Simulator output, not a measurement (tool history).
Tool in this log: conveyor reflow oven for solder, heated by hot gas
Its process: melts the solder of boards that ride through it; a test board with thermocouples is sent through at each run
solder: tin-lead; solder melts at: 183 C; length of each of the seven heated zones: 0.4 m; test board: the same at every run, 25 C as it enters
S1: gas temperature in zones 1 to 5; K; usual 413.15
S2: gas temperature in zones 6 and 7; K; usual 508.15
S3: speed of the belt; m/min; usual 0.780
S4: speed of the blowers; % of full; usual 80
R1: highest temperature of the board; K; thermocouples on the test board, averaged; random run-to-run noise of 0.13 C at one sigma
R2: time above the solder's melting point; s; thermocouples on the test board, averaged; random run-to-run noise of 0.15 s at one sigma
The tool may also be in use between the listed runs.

run 1 hour=0.0 | S1=413.15 S2=508.15 S3=0.780 S4=80 | R1=494.45 R2=49.1
run 2 hour=11.6 | S1=413.15 S2=508.15 S3=0.780 S4=80 | R1=494.45 R2=49.2
run 3 hour=24.6 | S1=413.15 S2=508.15 S3=0.780 S4=80 | R1=494.65 R2=49.0
run 4 hour=33.7 | S1=413.15 S2=508.15 S3=0.780 S4=80 | R1=494.75 R2=49.1
run 5 hour=41.3 | S1=423.15 S2=508.15 S3=0.780 S4=80 | R1=496.45 R2=53.3
run 6 hour=54.8 | S1=413.15 S2=508.15 S3=0.780 S4=71 | R1=492.95 R2=48.2
run 7 hour=66.0 | S1=413.15 S2=508.15 S3=0.780 S4=71 | R1=493.15 R2=48.2
run 8 hour=74.8 | S1=413.15 S2=503.15 S3=0.780 S4=80 | R1=490.15 R2=46.5
run 9 hour=87.7 | S1=413.15 S2=508.15 S3=0.780 S4=75 | R1=493.45 R2=48.4
run 10 hour=101.3 | S1=401.15 S2=517.15 S3=0.696 S4=75 | R1=503.05 R2=56.7
run 11 hour=111.9 | S1=414.15 S2=523.15 S3=0.780 S4=68 | R1=505.45 R2=54.7
run 12 hour=124.9 | S1=420.15 S2=507.15 S3=0.780 S4=71 | R1=493.35 R2=50.8
run 13 hour=134.9 | S1=420.15 S2=500.15 S3=0.711 S4=72 | R1=490.05 R2=54.1
run 14 hour=143.3 | S1=418.15 S2=497.15 S3=0.627 S4=86 | R1=491.55 R2=62.6
run 15 hour=156.9 | S1=418.15 S2=497.15 S3=0.627 S4=86 | R1=491.35 R2=62.8
run 16 hour=165.0 | S1=413.15 S2=522.15 S3=0.780 S4=80 | R1=506.55 R2=54.6
run 17 hour=172.4 | S1=420.15 S2=508.15 S3=0.752 S4=80 | R1=496.35 R2=54.1
run 18 hour=181.7 | S1=418.15 S2=508.15 S3=0.752 S4=80 | R1=496.15 R2=53.6

Each row is a separate what-if for the run after 18, all from the same tool condition, not one after another. Results?
run A hour=195.6 | S1=413.15 S2=508.15 S3=0.780 S4=76 | R1=? R2=?
run B hour=195.6 | S1=413.15 S2=508.15 S3=0.752 S4=90 | R1=? R2=?
run C hour=195.6 | S1=418.15 S2=508.15 S3=0.752 S4=75 | R1=? R2=?
run D hour=195.6 | S1=405.15 S2=512.15 S3=0.627 S4=80 | R1=? R2=?

run=A R1=493.85 R2=48.4
run=B R1=496.65 R2=52.4
run=C R1=495.45 R2=53.3
run=D R1=503.05 R2=64.7
With no hidden state in the tool, these same runs would have given:
run=A R1=493.75 R2=48.5
run=B R1=496.45 R2=52.4
run=C R1=495.05 R2=53.2
run=D R1=502.35 R2=64.5
